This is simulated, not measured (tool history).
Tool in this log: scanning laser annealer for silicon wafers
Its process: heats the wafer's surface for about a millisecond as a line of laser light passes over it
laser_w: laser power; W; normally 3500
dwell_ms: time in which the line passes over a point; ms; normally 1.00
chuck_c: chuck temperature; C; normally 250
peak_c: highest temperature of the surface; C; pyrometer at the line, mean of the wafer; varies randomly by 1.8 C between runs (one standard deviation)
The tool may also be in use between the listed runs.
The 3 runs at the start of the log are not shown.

run	hour	laser_w	dwell_ms	chuck_c	peak_c
4	28.8	3500	1.00	250	957
5	37.5	3500	1.00	250	954
6	42.5	3500	1.00	229	932
7	52.2	3500	1.00	229	933
8	59.2	3500	1.00	229	932
9	69.0	3500	1.00	229	930
10	74.0	3500	1.00	229	932
11	79.3	3500	1.00	250	955
12	88.5	3581	1.00	250	973
13	93.2	3581	1.00	250	974
14	103.4	3500	1.00	231	936
15	113.5	3500	1.00	231	935
16	119.1	3500	1.00	223	928
17	126.3	3500	1.00	223	929
18	132.7	3701	0.89	224	936
19	140.8	3701	0.89	224	943
20	149.8	3701	0.89	224	940
21	158.3	3701	0.89	224	940
22	163.4	3423	1.00	239	926
23	172.3	3362	1.00	219	890
24	181.2	3362	1.02	219	897

What will run 25 give?
25	185.9	3399	0.97	221	?

Run 25 measured peak_c 890 C.
Take away the tool's hidden state, keep the run-to-run variation as it was, and the same run would have given peak_c 890 C.
